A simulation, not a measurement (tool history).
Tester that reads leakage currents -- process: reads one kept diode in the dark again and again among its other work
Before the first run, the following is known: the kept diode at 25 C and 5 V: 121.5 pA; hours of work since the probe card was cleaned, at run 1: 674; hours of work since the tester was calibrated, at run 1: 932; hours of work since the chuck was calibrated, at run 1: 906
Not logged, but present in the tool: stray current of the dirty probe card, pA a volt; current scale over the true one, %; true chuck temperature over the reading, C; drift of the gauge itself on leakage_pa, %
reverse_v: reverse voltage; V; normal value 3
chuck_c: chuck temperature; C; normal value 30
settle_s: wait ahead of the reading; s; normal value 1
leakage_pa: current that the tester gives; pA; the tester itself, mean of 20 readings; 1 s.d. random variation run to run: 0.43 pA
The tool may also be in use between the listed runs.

run,day,reverse_v,chuck_c,settle_s,hours of work since the probe card was cleaned,hours of work since the tester was calibrated,hours of work since the chuck was calibrated,leakage_pa
1,0,3,30,1,674,932,906,128.53
2,0.704,3,30,1,684,943,916,127.75
3,1.838,3,30,1,701,959,933,127.43
4,3.142,3,30,1,720,979,952,127.7
5,3.858,3.04,30,1,731,989,962,128.29
6,4.412,3.04,30,1,739,997,970,128.71
7,5.158,3,30,1,750,1008,981,127.58
8,6.158,2.63,30,1,764,1023,996,116.99
9,6.983,2.63,30,1,776,1035,1008,117.27
10,7.825,2.63,30,1,789,1047,1020,116.95
11,8.958,2.63,30,1,805,1064,1037,117.15
12,9.983,2.63,30,1,820,1079,1052,116.3
13,10.842,2.63,30,1,833,1092,1065,117.13
# day 11.317: chuck's temperature calibrated
14,11.938,2.63,30,1,848,1106,9,133.28
15,12.95,3,30,1,863,1121,24,144.21
16,13.621,3,30,1,873,1131,34,142.81
17,14.896,3,30,1,891,1150,53,143.71
18,15.779,3,30,1,904,1163,66,142.78
19,17.004,1.21,30,1,922,1181,83,84.45
20,17.708,1.21,30,1,933,1191,94,84.09
21,18.85,7.38,23,2.42,949,1208,111,130.52
22,19.408,7.38,23,2.42,958,1216,119,130.23
23,20.117,7.38,28,2.42,968,1227,129,203.69
24,20.988,7.38,28,2.42,981,1239,142,202.5
25,21.571,1.41,40,1.5,989,1248,151,213.33
26,22.812,6.77,31,6.38,1008,1266,169,248.47
27,23.696,1.91,26,0.34,1021,1279,182,77.22
# day 23.846: tester calibrated
28,24.95,1.91,26,0.34,1038,16,199,76.74
29,25.862,1.91,26,0.34,1051,30,212,76.38
30,26.454,1.91,26,0.34,1060,38,221,76.36
31,27.704,1.03,30,6.05,1078,57,239,75.31
# day 28.375: tester calibrated, once more
32,28.996,1.03,30,6.05,1096,9,257,75.37
33,29.783,12.59,34,3.52,1107,21,269,463.09
34,30.979,3.93,55,0.41,1125,38,286,1249.32
35,31.558,3.93,55,0.41,1134,47,295,1251.22
36,32.279,3.93,55,0.41,1144,57,305,1249.98
37,33.504,3.93,55,0.41,1162,75,323,1250.24
38,34.362,3.93,55,0.41,1175,88,336,1246.37
39,35.446,3.93,55,0.41,1191,104,352,1239.82

Predict each of these 3 candidate next runs independently; none follows another, all start after run 39:
A,36.371,3.08,38,0.41,1204,117,365,?
B,36.371,3.93,50,3.72,1204,117,365,?
C,36.371,1.71,30,2.37,1204,117,365,?

run,leakage_pa
A,281.25
B,845.45
C,100.41
The same runs, with their run-to-run variation unchanged, on a tool lacking any hidden condition would have given:
run,leakage_pa
A,286.32
B,862.94
C,101.93
